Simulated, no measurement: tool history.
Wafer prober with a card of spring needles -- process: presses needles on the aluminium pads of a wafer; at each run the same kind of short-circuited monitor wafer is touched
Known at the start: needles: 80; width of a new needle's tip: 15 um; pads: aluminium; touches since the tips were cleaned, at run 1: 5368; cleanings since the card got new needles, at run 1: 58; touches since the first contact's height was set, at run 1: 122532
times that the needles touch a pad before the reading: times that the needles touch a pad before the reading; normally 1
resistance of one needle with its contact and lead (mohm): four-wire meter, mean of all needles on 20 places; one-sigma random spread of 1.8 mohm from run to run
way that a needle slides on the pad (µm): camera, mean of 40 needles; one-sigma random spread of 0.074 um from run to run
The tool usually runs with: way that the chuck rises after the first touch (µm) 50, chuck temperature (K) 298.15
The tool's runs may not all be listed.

run    hour  way that the chuck rises after the first touch (µm)  chuck temperature (K)  times that the needles touch a pad before the reading  touches since the tips were cleaned  cleanings since the card got new needles  touches since the first contact's height was set  resistance of one needle with its contact and lead (mohm)  way that a needle slides on the pad (µm)
  1     0.0                                                   50                 298.15                                                      1                                 5368                                        58                                            122532                                                        579                                     12.33
       11.9  -- tips cleaned on abrasive film
  2    41.8                                                   50                 298.15                                                      2                                 6893                                        59                                            132138                                                        472                                     12.36
       49.5  -- tips cleaned on abrasive film
       87.4  -- tips cleaned on abrasive film
  3    89.5                                                   50                 298.15                                                      2                                  467                                        61                                            143074                                                        246                                     12.35
      126.1  -- tips cleaned on abrasive film
  4   154.2                                                   50                 298.15                                                      2                                 6472                                        62                                            157971                                                        459                                     12.09
      166.5  -- tips cleaned on abrasive film
      200.7  -- tips cleaned on abrasive film
  5   200.9                                                   50                 298.15                                                      2                                   32                                        64                                            168661                                                        204                                     12.14
      237.2  -- tips cleaned on abrasive film
  6   237.2                                                   50                 298.15                                                      2                                    0                                        65                                            177010                                                        225                                     12.09
      271.8  -- tips cleaned on abrasive film
      283.8  -- height of the first contact set anew
  7   288.7                                                   50                 298.15                                                      2                                 3829                                        66                                              1134                                                        395                                     12.69
      313.2  -- tips cleaned on abrasive film
  8   340.8                                                   50                 298.15                                                      2                                 6358                                        67                                             13119                                                        460                                     12.77
      350.1  -- tips cleaned on abrasive film
      385.2  -- tips cleaned on abrasive film
      419.3  -- tips cleaned on abrasive film
  9   426.3                                                   50                 298.15                                                      1                                 1620                                        70                                             32746                                                        365                                     12.64
      457.9  -- tips cleaned on abrasive film
 10   477.0                                                   50                 298.15                                                      1                                 4404                                        71                                             44401                                                        572                                     12.60
      493.3  -- tips cleaned on abrasive film
      531.5  -- tips cleaned on abrasive film
 11   563.3                                                   50                 298.15                                                      1                                 7318                                        73                                             64238                                                        670                                     12.46
      569.1  -- tips cleaned on abrasive film
      604.1  -- tips cleaned on abrasive film
 12   604.1                                                   50                 298.15                                                      1                                    0                                        75                                             73584                                                        218                                     12.55
      639.5  -- tips cleaned on abrasive film
      677.5  -- tips cleaned on abrasive film
 13   681.8                                                   50                 298.15                                                      2                                  990                                        77                                             91445                                                        270                                     12.55
      716.9  -- tips cleaned on abrasive film
 14   739.2                                                   50                 298.15                                                      2                                 5145                                        78                                            104646                                                        439                                     12.36
      755.2  -- tips cleaned on abrasive film
      792.7  -- tips cleaned on abrasive film
 15   811.0                                                   50                 298.15                                                      2                                 4212                                        80                                            121133                                                        419                                     12.32
      833.4  -- tips cleaned on abrasive film
      870.8  -- tips cleaned on abrasive film
 16   874.7                                                   31                 311.15                                                      1                                  891                                        82                                            135758                                                        600                                      7.53
      908.0  -- tips cleaned on abrasive film
 17   919.3                                                   31                 311.15                                                      1                                 2602                                        83                                            146022                                                        929                                      7.46
      946.1  -- tips cleaned on abrasive film
      984.9  -- tips cleaned on abrasive film
 18   996.8                                                   31                 311.15                                                      1                                 2722                                        85                                            163811                                                        988                                      7.32
     1022.3  -- tips cleaned on abrasive film
     1057.6  -- tips cleaned on abrasive film
 19  1057.6                                                   31                 311.15                                                      1                                    0                                        87                                            177784                                                        356                                      7.17
     1092.7  -- tips cleaned on abrasive film
     1102.7  -- height of the first contact set anew
 20  1124.4                                                   58                 324.15                                                      1                                 7218                                        88                                              4997                                                        541                                     14.89
     1131.9  -- tips cleaned on abrasive film
     1168.4  -- tips cleaned on abrasive film
 21  1198.4                                                   58                 324.15                                                      1                                 6904                                        90                                             22001                                                        583                                     14.89
     1203.4  -- tips cleaned on abrasive film
     1237.5  -- tips cleaned on abrasive film
 22  1237.5                                                   38                 319.15                                                      1                                    0                                        92                                             30980                                                        254                                      9.56
     1275.7  -- tips cleaned on abrasive film
 23  1302.8                                                   50                 323.15                                                      2                                 6221                                        93                                             45977                                                        472                                     12.64
     1314.5  -- tips cleaned on abrasive film
     1352.3  -- tips cleaned on abrasive film
 24  1352.3                                                   37                 323.15                                                      1                                    0                                        95                                             57336                                                        320                                      9.15
     1387.6  -- tips cleaned on abrasive film
     1428.7  -- tips cleaned on abrasive film
 25  1439.4                                                   32                 298.15                                                      1                                 2462                                        97                                             77355                                                        905                                      7.90
     1470.5  -- tips cleaned on abrasive film
 26  1475.3                                                   32                 298.15                                                      1                                 1091                                        98                                             85600                                                        633                                      7.81
     1506.9  -- tips cleaned on abrasive film
 27  1510.7                                                   50                 298.15                                                      2                                  872                                        99                                             93750                                                        278                                     12.39
     1544.5  -- tips cleaned on abrasive film
 28  1573.5                                                   67                 298.15                                                      1                                 6682                                       100                                            108190                                                        504                                     16.77
     1585.4  -- tips cleaned on abrasive film
     1620.3  -- tips cleaned on abrasive film
 29  1653.0                                                   67                 298.15                                                      1                                 7534                                       102                                            126450                                                        509                                     16.82
     1660.4  -- tips cleaned on abrasive film
     1698.0  -- tips cleaned on abrasive film
 30  1718.7                                                   32                 379.15                                                      1                                 4769                                       104                                            141544                                                       1263                                      7.65

Here are 4 independent what-if runs from the current tool condition. What would each one return?
     1735.9  -- tips cleaned on abrasive film
     1770.1  -- tips cleaned on abrasive film
  A  1790.2                                                   47                 301.15                                                      1                                 4639                                       106                                            157977                                                          ?                                         ?
     1735.9  -- tips cleaned on abrasive film
     1770.1  -- tips cleaned on abrasive film
  B  1790.2                                                   34                 398.15                                                      3                                 4639                                       106                                            157977                                                          ?                                         ?
     1735.9  -- tips cleaned on abrasive film
     1770.1  -- tips cleaned on abrasive film
  C  1790.2                                                   61                 348.15                                                      1                                 4639                                       106                                            157977                                                          ?                                         ?
     1735.9  -- tips cleaned on abrasive film
     1770.1  -- tips cleaned on abrasive film
  D  1790.2                                                   43                 309.15                                                      2                                 4639                                       106                                            157977                                                          ?                                         ?

run  resistance of one needle with its contact and lead (mohm)  way that a needle slides on the pad (µm)
  A                                                        732                                     11.31
  B                                                        569                                      8.27
  C                                                        499                                     15.03
  D                                                        575                                     10.45
What these runs would have given with no unlogged condition in the tool:
run  resistance of one needle with its contact and lead (mohm)  way that a needle slides on the pad (µm)
  A                                                        184                                     11.89
  B                                                        226                                      8.85
  C                                                        190                                     15.62
  D                                                        188                                     11.03
